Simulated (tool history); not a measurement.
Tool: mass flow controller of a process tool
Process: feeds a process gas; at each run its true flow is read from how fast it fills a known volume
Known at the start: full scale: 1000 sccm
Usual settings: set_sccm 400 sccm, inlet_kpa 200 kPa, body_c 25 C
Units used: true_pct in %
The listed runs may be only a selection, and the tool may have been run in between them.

run	hour	set_sccm	inlet_kpa	body_c	true_pct
1	0	400	200	25	99.24
2	55	400	200	25	99.13
3	131.7	400	200	25	99.08
4	184.1	400	200	25	99.24
5	282.9	400	175	25	99.09
6	364.5	400	175	25	99.02
7	430.7	400	175	25	99.12
8	502.6	400	175	25	98.99
9	578.4	127	200	25	98.55
10	669.6	127	200	33	98.67
# hour 677.6: controller's zero set anew
11	719.2	127	200	33	98.48
12	781.6	127	200	33	98.32
13	844.8	400	200	36	99.63
14	922.2	400	200	25	99.12
15	994.8	400	248	25	99.26
# hour 1014.4: controller's zero set anew, once more
16	1103.7	399	181	28	99.48
17	1171.3	148	162	28	98.85
18	1278.2	862	143	31	100.27
19	1371	862	171	31	100.34
20	1448.1	160	244	35	99.65
21	1558.3	105	244	25	99.01
22	1609.4	105	244	25	98.93
23	1695.5	176	215	27	99.1
24	1752.3	554	149	26	99.48
25	1852.2	223	205	27	99.19
26	1920.5	400	158	25	99.34
27	2016.1	712	226	35	100.46
28	2063.6	194	181	37	99.4
29	2138.4	144	225	39	99.39
30	2201.2	144	154	35	98.95

Difference, measured minus no-hidden-state, one row per run. Run-to-run variation is common to both terms; the gauge's own scatter need not be:
The tool's hidden condition here consists of: flow at rest that the sensor doesn't see, % of full scale; true flow over the shown one, %; drift of the gauge itself on true_pct, %.
run	true_pct
1	+0.06
2	+0.06
3	+0.07
4	+0.08
5	+0.09
6	+0.09
7	+0.1
8	+0.1
9	-0.26
10	-0.27
11	-0.62
12	-0.64
13	+0.02
14	+0.02
15	+0.03
16	+0.3
17	+0.17
18	+0.35
19	+0.37
20	+0.16
21	+0.01
22	+0
23	+0.18
24	+0.39
25	+0.25
26	+0.36
27	+0.44
28	+0.21
29	+0.09
30	+0.09
